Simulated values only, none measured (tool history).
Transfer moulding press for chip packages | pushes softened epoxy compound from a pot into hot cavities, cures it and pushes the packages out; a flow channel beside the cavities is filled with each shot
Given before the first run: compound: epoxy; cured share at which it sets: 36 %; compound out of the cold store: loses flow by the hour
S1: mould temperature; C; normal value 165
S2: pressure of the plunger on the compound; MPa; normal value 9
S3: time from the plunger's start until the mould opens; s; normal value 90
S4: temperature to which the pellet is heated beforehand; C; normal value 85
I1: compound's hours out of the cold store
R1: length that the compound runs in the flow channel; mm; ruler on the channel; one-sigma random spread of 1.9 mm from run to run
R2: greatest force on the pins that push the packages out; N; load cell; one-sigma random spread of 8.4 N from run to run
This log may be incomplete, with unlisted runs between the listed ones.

run,hour,S1,S2,S3,S4,I1,R1,R2
1,0,165,9,90,85,22.9,535,368
2,6.2,165,9,90,86,30.3,513,390
3,13.8,165,9,90,86,42.6,486,420
4,26.6,165,9,90,86,40.8,488,448
5,40.5,158,9,90,85,25.6,540,892
6,50.2,158,9,90,87,9.8,580,1152
7,64.2,165,9,90,85,10.5,575,653
8,72.1,165,9,90,85,16.2,560,642
9,78,165,9,85,88,41.4,502,656
10,91.9,165,9,85,88,39.5,503,680
11,104,165,7.12,85,88,42.5,442,412
12,116.7,165,7.12,125,85,47,432,283
13,127.9,165,7.12,113,85,32.7,458,268
14,141.5,172,8.28,93,85,8.5,533,310
15,152.8,165,8.77,73,85,25.6,523,831
16,159.3,166,10.96,83,76,30.6,572,585

Withheld: 4 entries from between the runs. Position of each, and hidden state at the listed run before versus the listed run after:
From run 5 to run 6: cavities cleaned with cleaning compound and waxed (hour 44)
  pressure that reaches the compound, % of what is set: 93.69 -> 93.41; grip of the stained cavities, % over clean ones': 48.3 -> 79.8
  measured result minus the result with no hidden state, R1: -18 -> -20 mm; R2: +290 -> +512 N
From run 6 to run 7: plunger's sealing rings changed (hour 58.6)
  true mould temperature over the reading, C: -0.03 -> -0.04; pressure that reaches the compound, % of what is set: 93.41 -> 99.32; grip of the stained cavities, % over clean ones': 79.8 -> 79
  measured result minus the result with no hidden state, R1: -20 -> -2 mm; R2: +512 -> +289 N
From run 10 to run 11: cavities cleaned with cleaning compound and waxed (hour 97)
  true mould temperature over the reading, C: -0.07 -> -0.08; pressure that reaches the compound, % of what is set: 98.37 -> 98.02; grip of the stained cavities, % over clean ones': 77.7 -> 11.6
  measured result minus the result with no hidden state, R1: -4 -> -4 mm; R2: +302 -> +45 N
From run 12 to run 13: cavities cleaned with cleaning compound and waxed, once more (hour 121.9)
  true mould temperature over the reading, C: -0.09 -> -0.1; pressure that reaches the compound, % of what is set: 97.62 -> 97.27; grip of the stained cavities, % over clean ones': 26.3 -> 9.1
  measured result minus the result with no hidden state, R1: -5 -> -6 mm; R2: +60 -> +23 N

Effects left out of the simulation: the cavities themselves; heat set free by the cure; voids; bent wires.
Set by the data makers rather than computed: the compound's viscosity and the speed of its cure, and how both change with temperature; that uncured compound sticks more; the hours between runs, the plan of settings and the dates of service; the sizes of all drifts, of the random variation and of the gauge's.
